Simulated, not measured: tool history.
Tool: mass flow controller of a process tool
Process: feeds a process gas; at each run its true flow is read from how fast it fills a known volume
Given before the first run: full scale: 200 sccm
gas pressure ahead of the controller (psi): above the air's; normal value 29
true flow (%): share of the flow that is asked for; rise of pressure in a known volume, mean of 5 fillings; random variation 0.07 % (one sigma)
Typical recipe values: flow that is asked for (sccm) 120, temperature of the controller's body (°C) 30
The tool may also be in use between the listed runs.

run      day  flow that is asked for (sccm)  gas pressure ahead of the controller (psi)  temperature of the controller's body (°C)  true flow (%)
  1        0                            120                                          29                                         30          97.28
  2    7.467                            120                                          29                                         30          97.28
  3   12.633                            120                                          29                                         30          97.03
  4    22.65                            120                                          29                                         30          97.14
  5   32.554                             74                                          29                                         30          96.73
  6   37.025                            120                                          29                                         30          97.21
  7   43.312                            120                                          29                                         30          97.05
  8   49.642                             23                                          29                                         30           97.7
  9     59.4                            120                                          29                                         23          96.36
 10   64.362                            120                                          29                                         21           96.3
 11   71.583                            120                                          29                                         30          96.83
 12    81.35                            182                                          29                                         30          97.38
 13   87.912                            182                                          29                                         23          96.92
 14   92.167                            120                                          29                                         30          96.63
 15  100.512                            120                                          29                                         30          96.55
 16  107.796                            120                                          29                                         30          96.47
 17   114.35                            120                                          29                                         30          96.48
 18  123.221                            120                                          29                                         30          96.27
 19  129.354                             23                                          29                                         39          97.85
 20  134.838                            120                                        22.8                                         30           96.4
 21  142.021                            120                                        22.8                                         30          96.25
 22  149.825                            120                                        36.3                                         34           96.3
 23  155.862                            120                                        36.3                                         34          96.35
 24  165.762                            120                                        35.7                                         30          96.02
     167.579  -- controller exchanged for a calibrated one
 25   170.45                            120                                        20.6                                         30          99.63
 26  175.304                             27                                        32.6                                         36          98.63
 27  181.262                             27                                        32.6                                         36          98.68
 28  189.529                            120                                          29                                         32          99.44
 29  193.717                            120                                          29                                         32          99.44
 30  199.812                            120                                        21.9                                         29          99.16
 31  209.196                             52                                        21.9                                         35          98.81
 32  217.254                             52                                        21.9                                         35          98.69
 33  222.062                             52                                        21.9                                         35          98.73
 34  227.717                             78                                        23.2                                         32          98.75
 35  231.733                            166                                          29                                         28          99.46
 36   240.45                            143                                          29                                         30          99.23

Some steps in true flow (%), run to run, broken into two amounts with sign: the step expected even without the hidden condition (settings, incoming material, random variation), and the rest, left for the hidden condition together with whatever gauge scatter is not in both the measured and the hidden-condition-free result:
Hidden conditions of the tool in this case: flow at rest that the sensor doesn't see, % of full scale; true flow over the shown one, %; drift of the gauge itself on true_pct, %.
Run 18 -> 19: flow that is asked for (sccm) 120 -> 23, temperature of the controller's body (°C) 30 -> 39. true flow (%) +1.58: hidden state +2.24, all else -0.66.
Run 19 -> 20: flow that is asked for (sccm) 23 -> 120, gas pressure ahead of the controller (psi) 29 -> 22.8, temperature of the controller's body (°C) 39 -> 30. true flow (%) -1.45: hidden state -2.32, all else +0.87.
Run 24 -> 25: gas pressure ahead of the controller (psi) 35.7 -> 20.6, controller exchanged for a calibrated one. true flow (%) +3.61: hidden state +3.32, all else +0.29.

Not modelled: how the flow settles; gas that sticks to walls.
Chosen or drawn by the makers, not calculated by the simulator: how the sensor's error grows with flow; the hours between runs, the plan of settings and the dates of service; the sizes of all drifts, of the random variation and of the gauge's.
